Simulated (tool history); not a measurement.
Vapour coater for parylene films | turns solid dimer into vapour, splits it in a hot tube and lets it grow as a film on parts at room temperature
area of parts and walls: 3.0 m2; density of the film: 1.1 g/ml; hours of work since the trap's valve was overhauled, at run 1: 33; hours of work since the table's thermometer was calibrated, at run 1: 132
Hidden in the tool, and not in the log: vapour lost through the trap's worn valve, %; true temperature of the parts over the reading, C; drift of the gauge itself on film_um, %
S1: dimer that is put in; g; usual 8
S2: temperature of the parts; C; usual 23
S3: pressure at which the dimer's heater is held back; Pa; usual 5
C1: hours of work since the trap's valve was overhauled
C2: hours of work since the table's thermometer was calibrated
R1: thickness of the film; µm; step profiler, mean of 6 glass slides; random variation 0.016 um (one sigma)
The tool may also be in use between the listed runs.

Run 1, hour 0: usual settings; C1 33; C2 132. Result: R1 1.2 µm.
Run 2, hour 13.6: usual settings; C1 45; C2 144. Result: R1 1.21 µm.
Run 3, hour 27.4: usual settings but S1 5 g; C1 57; C2 156. Result: R1 0.74 µm.
Run 4, hour 48: usual settings; C1 75; C2 174. Result: R1 1.2 µm.
Run 5, hour 64.3: usual settings; C1 89; C2 189. Result: R1 1.23 µm.
Run 6, hour 81.5: usual settings; C1 104; C2 204. Result: R1 1.21 µm.
Run 7, hour 108.9: usual settings; C1 129; C2 228. Result: R1 1.26 µm.
Run 8, hour 123: usual settings; C1 141; C2 240. Result: R1 1.22 µm.
Run 9, hour 149.4: usual settings; C1 164; C2 264. Result: R1 1.21 µm.
Run 10, hour 177: usual settings but S1 5 g; C1 189; C2 288. Result: R1 0.8 µm.
Run 11, hour 196.3: usual settings but S1 3 g, S2 28 C, S3 7.64 Pa; C1 205; C2 305. Result: R1 0.38 µm.
Run 12, hour 223.7: usual settings but S1 4 g, S2 30 C; C1 230; C2 329. Result: R1 0.49 µm.
At hour 239.3: trap's valve overhauled.
Run 13, hour 245.7: usual settings but S2 20 C, S3 2.46 Pa; C1 6; C2 345. Result: R1 1.46 µm.
Run 14, hour 270: usual settings; C1 27; C2 366. Result: R1 1.23 µm.
Run 15, hour 293: usual settings; C1 47; C2 387. Result: R1 1.22 µm.
Run 16, hour 312.8: usual settings but S1 4 g, S2 25 C, S3 5.13 Pa; C1 65; C2 404. Result: R1 0.58 µm.
Run 17, hour 341.1: usual settings but S1 4 g, S2 25 C, S3 5.13 Pa; C1 90; C2 429. Result: R1 0.57 µm.
Run 18, hour 357.7: usual settings but S2 28 C, S3 2.78 Pa; C1 104; C2 444. Result: R1 1.09 µm.
Run 19, hour 379.2: usual settings but S1 12 g, S2 34 C, S3 9.96 Pa; C1 123; C2 463. Result: R1 1.15 µm.

4 ways to go on from here, each from the tool as it stands after run 19. What would each give?
Run A, hour 392.1: usual settings but S2 19 C, S3 5.81 Pa; C1 135; C2 474. Result: R1 ?.
Run B, hour 392.1: usual settings but S2 20 C, S3 8.29 Pa; C1 135; C2 474. Result: R1 ?.
Run C, hour 392.1: usual settings but S2 24 C; C1 135; C2 474. Result: R1 ?.
Run D, hour 392.1: usual settings but S1 4 g, S2 34 C, S3 9.96 Pa; C1 135; C2 474. Result: R1 ?.

run    R1
  A  1.39
  B  1.29
  C  1.18
  D  0.37
Without the tool's hidden state the same runs would have given:
run    R1
  A  1.39
  B  1.29
  C  1.18
  D  0.37
